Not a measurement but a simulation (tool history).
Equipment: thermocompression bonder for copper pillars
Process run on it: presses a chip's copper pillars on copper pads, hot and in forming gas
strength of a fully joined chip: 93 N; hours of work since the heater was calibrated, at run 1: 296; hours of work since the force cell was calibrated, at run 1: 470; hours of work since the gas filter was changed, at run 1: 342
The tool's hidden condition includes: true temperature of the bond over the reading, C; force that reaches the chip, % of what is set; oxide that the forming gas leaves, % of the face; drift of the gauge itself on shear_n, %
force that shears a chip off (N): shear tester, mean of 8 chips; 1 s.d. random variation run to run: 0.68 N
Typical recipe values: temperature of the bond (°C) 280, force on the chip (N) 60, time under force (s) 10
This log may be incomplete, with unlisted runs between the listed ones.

run,hour,temperature of the bond (°C),force on the chip (N),time under force (s),hours of work since the heater was calibrated,hours of work since the force cell was calibrated,hours of work since the gas filter was changed,force that shears a chip off (N)
1,0,280,60,10,296,470,342,46.2
2,12.8,280,60,10,302,477,348,45.5
3,27.1,280,60,14,310,484,356,51.7
4,38.5,280,60,14,315,490,362,54
5,54.4,280,60,14,324,498,370,52.1
6,63,282,60,13,328,502,374,52.8
7,71.7,306,60,13,332,507,378,68.2
8,85.9,306,60,13,340,514,386,68.3
9,100.3,253,60,24,347,521,393,42.6
10,116.1,310,41,24,355,529,401,67.4

Branching from run 10: 3 alternative next runs. What would each branch give?
A,128.4,280,45,10,361,536,407,?
B,128.4,310,63,24,361,536,407,?
C,128.4,280,60,6,361,536,407,?

run,force that shears a chip off (N)
A,37.6
B,78.4
C,38.1
Take away the tool's hidden state, keep each run's random variation, and the runs would have read:
run,force that shears a chip off (N)
A,37.6
B,79.6
C,38.2

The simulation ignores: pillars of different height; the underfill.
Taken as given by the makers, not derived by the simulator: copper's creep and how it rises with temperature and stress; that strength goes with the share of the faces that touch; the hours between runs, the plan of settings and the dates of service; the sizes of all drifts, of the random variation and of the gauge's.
